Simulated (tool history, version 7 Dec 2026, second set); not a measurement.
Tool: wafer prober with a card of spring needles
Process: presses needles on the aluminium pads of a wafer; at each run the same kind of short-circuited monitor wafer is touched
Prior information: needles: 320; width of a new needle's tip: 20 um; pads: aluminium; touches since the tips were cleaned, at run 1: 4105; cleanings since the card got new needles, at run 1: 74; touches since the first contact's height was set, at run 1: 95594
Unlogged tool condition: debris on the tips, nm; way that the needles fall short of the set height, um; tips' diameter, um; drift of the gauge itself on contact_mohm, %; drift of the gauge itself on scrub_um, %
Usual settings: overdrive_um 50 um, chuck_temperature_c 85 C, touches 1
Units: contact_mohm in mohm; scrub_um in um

run    hour  overdrive_um  chuck_temperature_c  touches  touches since the tips were cleaned  cleanings since the card got new needles  touches since the first contact's height was set  contact_mohm  scrub_um
  1       0            50                   85        1                                 4105                                        74                                             95594           522     11.59
        3.4  -- tips cleaned on abrasive film
         20  -- tips cleaned on abrasive film
       36.6  -- tips cleaned on abrasive film
       53.2  -- tips cleaned on abrasive film
  2    53.4            50                   85        1                                   88                                        78                                            115732           261     11.49
       63.3  -- height of the first contact set anew
       69.7  -- tips cleaned on abrasive film
         83  -- tips cleaned on abrasive film
       99.6  -- tips cleaned on abrasive film
  3   111.2            50                   60        1                                 4386                                        81                                             18072           557     11.75
      114.5  -- tips cleaned on abrasive film
        131  -- tips cleaned on abrasive film
      147.6  -- tips cleaned on abrasive film
      164.1  -- tips cleaned on abrasive film
  4   164.7            50                   85        1                                  211                                        85                                             38272           271     11.69
      177.9  -- tips cleaned on abrasive film
      194.5  -- tips cleaned on abrasive film
        211  -- tips cleaned on abrasive film
      227.5  -- tips cleaned on abrasive film
  5   237.5            50                   85        1                                 3807                                        89                                             65804           543     11.64
      240.9  -- tips cleaned on abrasive film
      257.5  -- tips cleaned on abrasive film
      274.1  -- tips cleaned on abrasive film
  6   286.1            50                   85        1                                 4573                                        92                                             84157           560     11.59
      289.5  -- tips cleaned on abrasive film
      302.8  -- tips cleaned on abrasive film
      319.1  -- tips cleaned on abrasive film
      332.4  -- tips cleaned on abrasive film
        349  -- tips cleaned on abrasive film
  7   355.9            50                   32        1                                 2614                                        97                                            110494           517     11.53
      362.6  -- tips cleaned on abrasive film
      379.2  -- tips cleaned on abrasive film
      379.5  -- height of the first contact set anew
      395.8  -- tips cleaned on abrasive film
  8   407.9            50                   85        2                                 4602                                       100                                             10756           409     11.77
      411.3  -- tips cleaned on abrasive film
      421.3  -- tips cleaned on abrasive film, once more
      437.9  -- tips cleaned on abrasive film
  9     448            50                   85        2                                 3848                                       103                                             25884           409     11.75
      451.4  -- tips cleaned on abrasive film
      464.6  -- tips cleaned on abrasive film
      481.2  -- tips cleaned on abrasive film
      497.8  -- tips cleaned on abrasive film
 10   498.7            50                   85        2                                  328                                       107                                             45004           251     11.68
        512  -- tips cleaned on abrasive film
      528.6  -- tips cleaned on abrasive film
 11   529.6            50                   85        2                                  394                                       109                                             56677           274     11.66
      542.9  -- tips cleaned on abrasive film
      559.5  -- tips cleaned on abrasive film
      576.1  -- tips cleaned on abrasive film
      589.3  -- tips cleaned on abrasive film
      603.1  -- tips cleaned on abrasive film
 12   603.1            50                   85        2                                    0                                       114                                             84439           227     11.59
      619.7  -- tips cleaned on abrasive film
      636.3  -- tips cleaned on abrasive film
      652.8  -- tips cleaned on abrasive film
 13   653.9            50                   85        1                                  417                                       117                                            103624           319     11.53
      667.1  -- tips cleaned on abrasive film
      680.4  -- tips cleaned on abrasive film
      693.9  -- height of the first contact set anew
      696.5  -- tips cleaned on abrasive film
 14   696.5            50                   85        1                                    0                                       120                                               957           222     11.79
      713.1  -- tips cleaned on abrasive film
      729.5  -- tips cleaned on abrasive film
      742.8  -- tips cleaned on abrasive film
      759.4  -- tips cleaned on abrasive film
 15   771.1            50                   45        1                                 4471                                       124                                             29155           586     11.74
      774.5  -- tips cleaned on abrasive film
        791  -- tips cleaned on abrasive film
 16   801.7            34                   85        1                                 4065                                       126                                             40692           952      7.92
      804.8  -- tips cleaned on abrasive film
      818.1  -- tips cleaned on abrasive film
      834.5  -- tips cleaned on abrasive film
 17   844.5            35                  102        2                                 3804                                       129                                             56855           648      8.13
      847.9  -- tips cleaned on abrasive film
      864.5  -- tips cleaned on abrasive film
      877.8  -- tips cleaned on abrasive film
      893.9  -- tips cleaned on abrasive film
 18   895.8            35                  102        2                                  740                                       133                                             76216           398      8.08
      909.1  -- tips cleaned on abrasive film
      922.4  -- tips cleaned on abrasive film
        939  -- tips cleaned on abrasive film
      955.4  -- tips cleaned on abrasive film
 19   959.3            69                   61        3                                 1503                                       137                                            100191           236     16.06
      969.3  -- tips cleaned on abrasive film
      982.6  -- tips cleaned on abrasive film
      999.1  -- tips cleaned on abrasive film
     1009.3  -- height of the first contact set anew
       1016  -- tips cleaned on abrasive film
 20  1021.9            39                  104        1                                 2245                                       141                                              4752           671      9.19
     1031.9  -- tips cleaned on abrasive film
     1048.4  -- tips cleaned on abrasive film
     1063.3  -- tips cleaned on abrasive film
 21  1063.3            30                   85        2                                    0                                       144                                             20361           249      7.03
     1079.8  -- tips cleaned on abrasive film
     1096.4  -- tips cleaned on abrasive film
 22  1108.8            34                   57        1                                 4746                                       146                                             37597          1048      7.94
     1112.2  -- tips cleaned on abrasive film
     1128.8  -- tips cleaned on abrasive film
 23  1139.5            50                   46        1                                 4060                                       148                                             49176           581     11.68
     1142.9  -- tips cleaned on abrasive film
     1159.2  -- tips cleaned on abrasive film
     1175.8  -- tips cleaned on abrasive film
     1192.3  -- tips cleaned on abrasive film
 24  1196.2            58                   33        2                                 1482                                       152                                             70568           302     13.55
     1206.2  -- tips cleaned on abrasive film
     1222.6  -- tips cleaned on abrasive film
     1239.2  -- tips cleaned on abrasive film
     1255.7  -- tips cleaned on abrasive film
 25  1265.7            50                   47        1                                 3768                                       156                                             96822           602      11.6

For run 26, what comes out?
     1272.1  -- tips cleaned on abrasive film
     1288.7  -- tips cleaned on abrasive film
       1305  -- tips cleaned on abrasive film
     1319.5  -- tips cleaned on abrasive film
 26  1319.5            38                   85        1                                    0                                       160                                            117121             ?         ?

Run 26 yielded contact_mohm 268 mohm, scrub_um 8.69 um.
With no hidden state in the tool, this same run would have given contact_mohm 204 mohm, scrub_um 8.95 um.

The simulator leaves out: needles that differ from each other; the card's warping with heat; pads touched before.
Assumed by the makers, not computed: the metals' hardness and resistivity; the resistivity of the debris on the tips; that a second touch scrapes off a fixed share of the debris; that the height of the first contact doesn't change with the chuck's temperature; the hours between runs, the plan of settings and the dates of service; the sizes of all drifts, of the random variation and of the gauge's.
